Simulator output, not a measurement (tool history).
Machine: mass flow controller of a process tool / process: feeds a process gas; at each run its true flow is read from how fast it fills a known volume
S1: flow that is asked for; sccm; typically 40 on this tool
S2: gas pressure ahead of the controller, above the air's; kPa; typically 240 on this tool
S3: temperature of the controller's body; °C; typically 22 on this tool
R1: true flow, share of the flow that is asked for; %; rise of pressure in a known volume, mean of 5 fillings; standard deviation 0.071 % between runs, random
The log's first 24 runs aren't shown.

| run | hour | S1 | S2 | S3 | R1 |
|---|---|---|---|---|---|
| 25 | 1676.9 | 54 | 220 | 22 | 100.81 |
| 26 | 1717.7 | 28 | 194 | 28 | 100.12 |
| 27 | 1772 | 13 | 243 | 28 | 100.49 |
| 28 | 1831 | 57 | 151 | 22 | 100.65 |
| 29 | 1873.9 | 33 | 191 | 25 | 100.57 |
| 30 | 1948.2 | 40 | 178 | 21 | 100.77 |
| 31 | 2012.5 | 40 | 178 | 21 | 100.69 |
|  | 2019.5 | gauge calibrated |
| 32 | 2078.9 | 40 | 178 | 21 | 99.9 |
| 33 | 2173.5 | 40 | 178 | 21 | 99.96 |
| 34 | 2262.8 | 69 | 198 | 23 | 100.04 |
| 35 | 2302.3 | 69 | 198 | 23 | 100.07 |
| 36 | 2395 | 69 | 198 | 23 | 100.24 |
| 37 | 2434.6 | 12 | 183 | 23 | 99.76 |
| 38 | 2488.2 | 91 | 240 | 22 | 100.41 |
| 39 | 2530.8 | 91 | 240 | 22 | 100.54 |
| 40 | 2619.2 | 91 | 240 | 22 | 100.59 |
| 41 | 2662.7 | 91 | 240 | 22 | 100.46 |
| 42 | 2741 | 91 | 240 | 22 | 100.63 |
| 43 | 2817.8 | 16 | 220 | 24 | 100.15 |
| 44 | 2872.5 | 69 | 222 | 31 | 100.14 |
|  | 2916 | gauge calibrated |
| 45 | 2956.9 | 18 | 240 | 22 | 99.9 |
| 46 | 3002.5 | 35 | 187 | 20 | 99.93 |
| 47 | 3069.1 | 66 | 240 | 24 | 100.09 |
| 48 | 3112.5 | 66 | 240 | 24 | 100.16 |

Alternative continuations, all from the tool just after run 48; predict every row:
| A | 3160 | 20 | 229 | 24 | ? |
| B | 3160 | 40 | 166 | 22 | ? |
| C | 3160 | 40 | 223 | 22 | ? |

| run | R1 |
|---|---|
| A | 99.83 |
| B | 99.87 |
| C | 100.2 |
Had the tool no hidden state, the same runs would have come out as:
| run | R1 |
|---|---|
| A | 99.7 |
| B | 99.74 |
| C | 100.08 |
